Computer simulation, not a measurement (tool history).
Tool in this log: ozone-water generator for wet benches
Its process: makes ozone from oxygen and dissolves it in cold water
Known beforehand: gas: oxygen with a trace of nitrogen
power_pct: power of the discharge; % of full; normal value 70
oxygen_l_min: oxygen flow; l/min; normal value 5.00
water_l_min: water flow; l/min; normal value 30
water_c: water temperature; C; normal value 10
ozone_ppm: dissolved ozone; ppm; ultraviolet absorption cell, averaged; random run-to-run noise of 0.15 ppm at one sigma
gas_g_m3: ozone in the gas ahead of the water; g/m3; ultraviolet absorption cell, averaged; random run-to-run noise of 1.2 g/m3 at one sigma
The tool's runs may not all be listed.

{"run": 1, "hour": 0.0, "power_pct": 70, "oxygen_l_min": 5.0, "water_l_min": 30, "water_c": 10, "ozone_ppm": 19.2, "gas_g_m3": 208.2}
{"run": 2, "hour": 41.9, "power_pct": 70, "oxygen_l_min": 5.0, "water_l_min": 30, "water_c": 10, "ozone_ppm": 19.3, "gas_g_m3": 209.7}
{"run": 3, "hour": 80.8, "power_pct": 70, "oxygen_l_min": 5.0, "water_l_min": 30, "water_c": 10, "ozone_ppm": 19.1, "gas_g_m3": 210.0}
{"run": 4, "hour": 132.2, "power_pct": 70, "oxygen_l_min": 5.0, "water_l_min": 31, "water_c": 10, "ozone_ppm": 18.6, "gas_g_m3": 209.4}
{"run": 5, "hour": 170.3, "power_pct": 70, "oxygen_l_min": 5.0, "water_l_min": 31, "water_c": 10, "ozone_ppm": 18.8, "gas_g_m3": 209.2}
{"run": 6, "hour": 193.7, "power_pct": 70, "oxygen_l_min": 5.0, "water_l_min": 31, "water_c": 10, "ozone_ppm": 18.5, "gas_g_m3": 209.6}
{"run": 7, "hour": 229.1, "power_pct": 70, "oxygen_l_min": 5.0, "water_l_min": 30, "water_c": 10, "ozone_ppm": 19.2, "gas_g_m3": 209.0}
{"run": 8, "hour": 256.2, "power_pct": 88, "oxygen_l_min": 5.0, "water_l_min": 30, "water_c": 10, "ozone_ppm": 23.7, "gas_g_m3": 262.3}
{"run": 9, "hour": 295.5, "power_pct": 88, "oxygen_l_min": 5.0, "water_l_min": 30, "water_c": 10, "ozone_ppm": 23.8, "gas_g_m3": 258.4}
{"run": 10, "hour": 330.1, "power_pct": 88, "oxygen_l_min": 5.0, "water_l_min": 30, "water_c": 10, "ozone_ppm": 24.1, "gas_g_m3": 262.9}
{"run": 11, "hour": 357.6, "power_pct": 88, "oxygen_l_min": 5.0, "water_l_min": 30, "water_c": 10, "ozone_ppm": 23.6, "gas_g_m3": 260.5}
{"run": 12, "hour": 382.2, "power_pct": 88, "oxygen_l_min": 5.0, "water_l_min": 30, "water_c": 10, "ozone_ppm": 23.8, "gas_g_m3": 262.0}
{"run": 13, "hour": 434.1, "power_pct": 88, "oxygen_l_min": 5.0, "water_l_min": 30, "water_c": 10, "ozone_ppm": 23.9, "gas_g_m3": 257.7}
{"run": 14, "hour": 459.6, "power_pct": 70, "oxygen_l_min": 5.0, "water_l_min": 30, "water_c": 10, "ozone_ppm": 19.1, "gas_g_m3": 209.5}
{"run": 15, "hour": 501.3, "power_pct": 70, "oxygen_l_min": 5.0, "water_l_min": 30, "water_c": 10, "ozone_ppm": 19.1, "gas_g_m3": 211.8}
{"run": 16, "hour": 524.3, "power_pct": 70, "oxygen_l_min": 5.0, "water_l_min": 30, "water_c": 10, "ozone_ppm": 19.4, "gas_g_m3": 211.3}
{"run": 17, "hour": 550.6, "power_pct": 70, "oxygen_l_min": 5.0, "water_l_min": 30, "water_c": 10, "ozone_ppm": 19.2, "gas_g_m3": 212.4}
{"run": 18, "hour": 583.3, "power_pct": 70, "oxygen_l_min": 3.27, "water_l_min": 30, "water_c": 5, "ozone_ppm": 19.1, "gas_g_m3": 277.6}
{"run": 19, "hour": 631.0, "power_pct": 70, "oxygen_l_min": 3.27, "water_l_min": 30, "water_c": 5, "ozone_ppm": 18.8, "gas_g_m3": 274.6}
{"run": 20, "hour": 681.3, "power_pct": 70, "oxygen_l_min": 3.27, "water_l_min": 30, "water_c": 5, "ozone_ppm": 18.7, "gas_g_m3": 276.7}
{"run": 21, "hour": 719.7, "power_pct": 70, "oxygen_l_min": 3.27, "water_l_min": 30, "water_c": 5, "ozone_ppm": 19.0, "gas_g_m3": 276.3}
{"run": 22, "hour": 759.7, "power_pct": 70, "oxygen_l_min": 3.38, "water_l_min": 39, "water_c": 7, "ozone_ppm": 14.0, "gas_g_m3": 272.7}
{"run": 23, "hour": 796.0, "power_pct": 81, "oxygen_l_min": 5.23, "water_l_min": 41, "water_c": 10, "ozone_ppm": 16.2, "gas_g_m3": 236.7}
{"run": 24, "hour": 824.7, "power_pct": 81, "oxygen_l_min": 5.23, "water_l_min": 41, "water_c": 10, "ozone_ppm": 16.1, "gas_g_m3": 237.9}
{"run": 25, "hour": 854.6, "power_pct": 77, "oxygen_l_min": 2.93, "water_l_min": 44, "water_c": 11, "ozone_ppm": 12.5, "gas_g_m3": 326.8}
{"run": 26, "hour": 890.2, "power_pct": 48, "oxygen_l_min": 5.25, "water_l_min": 32, "water_c": 10, "ozone_ppm": 12.7, "gas_g_m3": 145.3}
{"run": 27, "hour": 939.2, "power_pct": 70, "oxygen_l_min": 2.91, "water_l_min": 18, "water_c": 10, "ozone_ppm": 29.0, "gas_g_m3": 300.1}
{"run": 28, "hour": 988.2, "power_pct": 70, "oxygen_l_min": 5.34, "water_l_min": 21, "water_c": 10, "ozone_ppm": 26.4, "gas_g_m3": 205.6}
{"hour": 993.0, "done": "gauge calibrated"}
{"run": 29, "hour": 1018.3, "power_pct": 70, "oxygen_l_min": 8.15, "water_l_min": 21, "water_c": 10, "ozone_ppm": 26.1, "gas_g_m3": 154.3}
{"hour": 1070.8, "done": "water thermometer calibrated"}
{"run": 30, "hour": 1070.8, "power_pct": 70, "oxygen_l_min": 8.15, "water_l_min": 21, "water_c": 10, "ozone_ppm": 25.7, "gas_g_m3": 153.7}
{"run": 31, "hour": 1112.9, "power_pct": 75, "oxygen_l_min": 3.65, "water_l_min": 48, "water_c": 17, "ozone_ppm": 11.5, "gas_g_m3": 269.6}
{"run": 32, "hour": 1160.4, "power_pct": 41, "oxygen_l_min": 5.0, "water_l_min": 31, "water_c": 10, "ozone_ppm": 11.4, "gas_g_m3": 128.3}
{"run": 33, "hour": 1198.5, "power_pct": 57, "oxygen_l_min": 2.92, "water_l_min": 24, "water_c": 8, "ozone_ppm": 18.7, "gas_g_m3": 242.2}

What would each run have given without the hidden state, its run-to-run variation left as it was?
Unlogged tool condition in this case: yield of the discharge, % of new electrodes'; contactor's efficiency, % of a clean one's; true water temperature over the reading, C; drift of the gauge itself on ozone_ppm, %; drift of the gauge itself on gas_g_m3, %.
run=1 gas_g_m3=208.3
run=2 gas_g_m3=209.5
run=3 gas_g_m3=209.6
run=4 gas_g_m3=208.7
run=5 gas_g_m3=208.2
run=6 gas_g_m3=208.5
run=7 gas_g_m3=207.6
run=8 gas_g_m3=260.5
run=9 gas_g_m3=256.3
run=10 gas_g_m3=260.5
run=11 gas_g_m3=257.9
run=12 gas_g_m3=259.2
run=13 gas_g_m3=254.6
run=14 gas_g_m3=206.8
run=15 gas_g_m3=208.8
run=16 gas_g_m3=208.2
run=17 gas_g_m3=209.1
run=18 gas_g_m3=273.0
run=19 gas_g_m3=269.7
run=20 gas_g_m3=271.4
run=21 gas_g_m3=270.7
run=22 gas_g_m3=266.9
run=23 gas_g_m3=231.5
run=24 gas_g_m3=232.4
run=25 gas_g_m3=319.0
run=26 gas_g_m3=141.6
run=27 gas_g_m3=292.3
run=28 gas_g_m3=199.9
run=29 gas_g_m3=154.3
run=30 gas_g_m3=153.4
run=31 gas_g_m3=268.9
run=32 gas_g_m3=127.8
run=33 gas_g_m3=240.9
For ozone_ppm, the value without the hidden state is never more than 0.1 ppm from the measured value.

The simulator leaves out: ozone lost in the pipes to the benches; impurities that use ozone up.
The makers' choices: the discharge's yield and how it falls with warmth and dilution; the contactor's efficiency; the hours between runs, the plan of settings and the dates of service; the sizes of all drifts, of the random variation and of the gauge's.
